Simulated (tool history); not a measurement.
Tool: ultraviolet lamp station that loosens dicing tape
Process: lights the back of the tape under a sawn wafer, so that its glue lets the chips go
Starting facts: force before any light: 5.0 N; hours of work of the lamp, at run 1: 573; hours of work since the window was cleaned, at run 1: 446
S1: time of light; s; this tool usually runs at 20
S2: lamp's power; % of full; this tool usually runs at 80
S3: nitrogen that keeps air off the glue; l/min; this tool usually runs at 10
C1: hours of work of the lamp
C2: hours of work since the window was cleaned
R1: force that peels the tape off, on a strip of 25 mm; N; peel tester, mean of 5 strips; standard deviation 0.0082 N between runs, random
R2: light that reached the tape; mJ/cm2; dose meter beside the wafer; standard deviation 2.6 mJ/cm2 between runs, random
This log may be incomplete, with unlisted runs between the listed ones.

run	day	S1	S2	S3	C1	C2	R1	R2
1	0.000	20	80	10	573	446	0.435	260
2	0.567	20	80	10	583	456	0.441	258
# day 0.754: window cleaned of glue's vapour
3	1.125	20	80	10	592	7	0.456	250
4	1.825	20	80	10	605	19	0.476	247
5	2.421	20	80	10	616	30	0.470	250
6	2.938	20	80	10	625	39	0.470	244
7	4.075	20	80	10	645	60	0.504	244
8	5.233	20	80	10	666	81	0.501	238
9	6.029	20	80	10	681	95	0.494	234
10	6.938	35	80	10	697	111	0.267	409
# day 7.133: window cleaned of glue's vapour, once more
11	7.775	35	80	10	712	11	0.255	477
12	8.775	35	80	10	730	30	0.250	481
13	9.546	35	80	10	743	43	0.251	477
14	10.196	20	80	10	755	55	0.418	274
15	10.696	20	80	10	764	64	0.406	269
16	11.583	20	80	10	780	80	0.435	263
17	12.221	20	80	10	792	91	0.410	261
18	13.204	20	80	10	809	109	0.441	265
19	14.146	20	80	10	826	126	0.440	267
20	14.883	20	80	10	840	139	0.428	259
21	15.479	20	80	7	850	150	0.557	259
22	16.179	12	80	4	863	163	1.558	153
23	17.258	29	81	12	882	182	0.268	381
24	17.900	12	69	10	894	194	1.227	131
25	18.533	34	80	5	905	205	0.306	426
26	19.212	34	80	5	917	217	0.317	427
27	20.129	34	80	5	934	234	0.340	422
28	20.700	12	73	10	944	244	1.122	135
29	21.233	12	89	10	954	254	0.883	161
30	21.862	21	75	7	965	265	0.608	241
31	22.929	32	95	6	984	284	0.278	462
32	23.975	32	66	6	1003	303	0.451	315
33	24.854	35	66	6	1019	319	0.406	344
34	25.433	30	100	6	1029	329	0.294	444
35	26.438	17	80	5	1047	347	1.011	199
36	27.125	13	80	10	1060	360	1.008	153
37	27.754	20	92	12	1071	371	0.375	267
38	28.242	20	92	12	1080	380	0.391	263
39	28.888	20	92	12	1091	391	0.398	262
40	30.062	20	92	12	1113	413	0.382	257
41	30.700	25	92	8	1124	424	0.381	319
42	31.604	17	93	10	1140	440	0.567	217

A few steps of R1 between consecutive runs. Split each: what settings, incoming material and random variation would produce without the hidden state, and what is left over for the hidden state, along with gauge scatter present in only one of the two compared results (measured, and without hidden state):
What the log doesn't record here: lamp's light, % of a new lamp's; light that the window lets through, % of a clean one's; drift of the gauge itself on peel_n, %; drift of the gauge itself on dose_mj_cm2, %.
Run 21 -> 22: S1 20 -> 12, S3 7 -> 4. R1 +1.001 N: hidden state +0.216, all else +0.785.
Run 22 -> 23: S1 12 -> 29, S2 80 -> 81, S3 4 -> 12. R1 -1.290 N: hidden state -0.348, all else -0.942.
Run 23 -> 24: S1 29 -> 12, S2 81 -> 69, S3 12 -> 10. R1 +0.959 N: hidden state +0.327, all else +0.632.
Run 34 -> 35: S1 30 -> 17, S2 100 -> 80, S3 6 -> 5. R1 +0.717 N: hidden state +0.334, all else +0.383.

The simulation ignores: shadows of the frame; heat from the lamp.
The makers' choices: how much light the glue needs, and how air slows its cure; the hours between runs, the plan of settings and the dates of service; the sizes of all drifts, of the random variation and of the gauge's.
